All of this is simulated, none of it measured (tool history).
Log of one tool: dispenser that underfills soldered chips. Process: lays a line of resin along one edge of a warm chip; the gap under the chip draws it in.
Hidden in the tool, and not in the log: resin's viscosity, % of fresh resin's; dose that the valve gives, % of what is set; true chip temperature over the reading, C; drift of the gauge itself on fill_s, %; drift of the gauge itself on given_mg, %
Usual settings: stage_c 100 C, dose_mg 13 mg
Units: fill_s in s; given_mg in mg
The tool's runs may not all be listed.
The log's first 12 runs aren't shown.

run   hour  stage_c  dose_mg  hours of work since the syringe was changed  hours of work since the valve was cleaned  hours of work since the stage was calibrated  fill_s  given_mg
 13   61.9      100       13                                           10                                         30                                           246   284.5     12.74
      64.9  -- new syringe of resin
 14   65.7      100       13                                            1                                         33                                           248   127.1      12.7
 15   71.4      100       13                                            5                                         37                                           252   182.4     12.68
 16     79      100       13                                           10                                         42                                           258   295.8     12.59
        81  -- new syringe of resin
 17   85.5      100       13                                            3                                         46                                           262   154.7     12.48
 18   89.9       87       13                                            6                                         50                                           265   344.1     12.57
 19   94.8      108     13.7                                           10                                         53                                           269   210.1     13.17
      96.9  -- new syringe of resin
 20  101.9      104     16.7                                            4                                         58                                           273   139.4     16.05
 21    108       98     16.4                                            8                                         62                                           278   253.9     15.71
 22  112.2       98     16.4                                           11                                         65                                           281   337.5     15.56
     113.1  -- new syringe of resin
 23  116.9       97     12.3                                            3                                         68                                           284   169.1     11.71
 24  121.1       97     12.3                                            6                                         71                                           287   226.6     11.78
 25  128.6       97     12.3                                           11                                         77                                           292   363.8     11.67
     129.3  -- new syringe of resin
 26  132.1       97     14.4                                            2                                         79                                           294   161.2     13.63
 27  138.3       97     14.4                                            6                                         83                                           299   237.2     13.49
 28  144.8      102     11.7                                           11                                         88                                           303   312.7        11
     145.5  -- new syringe of resin
 29  150.6       93       13                                            4                                         92                                           307   217.3     12.26
 30  158.3       94     13.6                                            9                                         98                                           313   345.9     12.78
     161.5  -- new syringe of resin
 31  162.5      100       12                                            1                                        100                                           316   133.4      11.2
 32  168.4       91     13.9                                            5                                        105                                           320   267.5     12.83
 33  175.7       95     13.2                                           10                                        110                                           325   369.7     12.19
     177.6  -- new syringe of resin
 34  180.9       86     15.6                                            2                                        113                                           329   260.6     14.28
 35    185       86     15.6                                            5                                        116                                           332   335.2     14.38
 36  191.4       95     15.6                                           10                                        121                                           336     356     14.29

3 ways to go on from here, each from the tool as it stands after run 36. What would each give?
     193.5  -- new syringe of resin
  A   197       86     15.6                                            2                                        124                                           340       ?         ?
     193.5  -- new syringe of resin
  B   197       95       12                                            2                                        124                                           340       ?         ?
     193.5  -- new syringe of resin
  C   197       95     16.1                                            2                                        124                                           340       ?         ?

run  fill_s  given_mg
  A     262     14.27
  B   191.5     11.01
  C   184.6     14.76
Without the tool's hidden state the same runs would have given:
run  fill_s  given_mg
  A   188.7     15.65
  B   136.4     12.07
  C   133.7     16.18
